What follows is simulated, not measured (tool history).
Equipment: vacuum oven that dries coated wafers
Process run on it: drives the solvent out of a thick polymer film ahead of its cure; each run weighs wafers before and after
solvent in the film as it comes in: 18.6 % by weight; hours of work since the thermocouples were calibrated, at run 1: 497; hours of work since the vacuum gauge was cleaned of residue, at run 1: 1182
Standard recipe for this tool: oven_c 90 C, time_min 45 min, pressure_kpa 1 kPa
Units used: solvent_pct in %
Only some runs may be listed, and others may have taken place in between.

run    hour  oven_c  time_min  pressure_kpa  hours of work since the thermocouples were calibrated  hours of work since the vacuum gauge was cleaned of residue  solvent_pct
  1       0      90        45             1                                                    497                                                         1182         1.32
  2   108.4     102        45             1                                                    554                                                         1240         0.49
  3   191.1      80        45             1                                                    598                                                         1283         4.22
  4     258      90        45          1.01                                                    634                                                         1319          1.4
  5   330.7      90        45          1.01                                                    672                                                         1357         1.35
      342.2  -- vacuum gauge cleaned of residue and calibrated
  6   418.9      90        45          1.01                                                    718                                                           41         1.47
      436.1  -- oven's thermocouples calibrated
  7   479.3      90        45          1.01                                                     23                                                           72         1.56
  8   590.2      90        45          1.53                                                     82                                                          130         1.87
  9   710.1      94        45          0.76                                                    145                                                          194         0.87
 10   779.7      94        33           0.8                                                    182                                                          231         1.31
      883.5  -- vacuum gauge cleaned of residue and calibrated, once more
 11   886.1     104        45             1                                                    238                                                            1         0.41
 12  1003.1      81        27          1.33                                                    300                                                           63         6.57
 13  1100.1      90        45          2.94                                                    351                                                          115          2.5
 14  1186.3      76        36             4                                                    397                                                          160         9.26
 15  1307.6      76        36             4                                                    461                                                          225         9.25
 16  1418.7      80        65          0.95                                                    520                                                          284          2.5

4 options for the next run, each taken on its own from the tool as it stands now. Forecast them:
  A  1512.1      84        72          1.72                                                    569                                                          333            ?
  B  1512.1      80        45             1                                                    569                                                          333            ?
  C  1512.1      77        26          1.51                                                    569                                                          333            ?
  D  1512.1      82        54             1                                                    569                                                          333            ?

run  solvent_pct
  A         1.95
  B            4
  C         8.53
  D         2.58
Stripped of hidden state, with their random variation kept, the same runs would have yielded:
run  solvent_pct
  A         2.02
  B         4.23
  C         8.79
  D         2.75
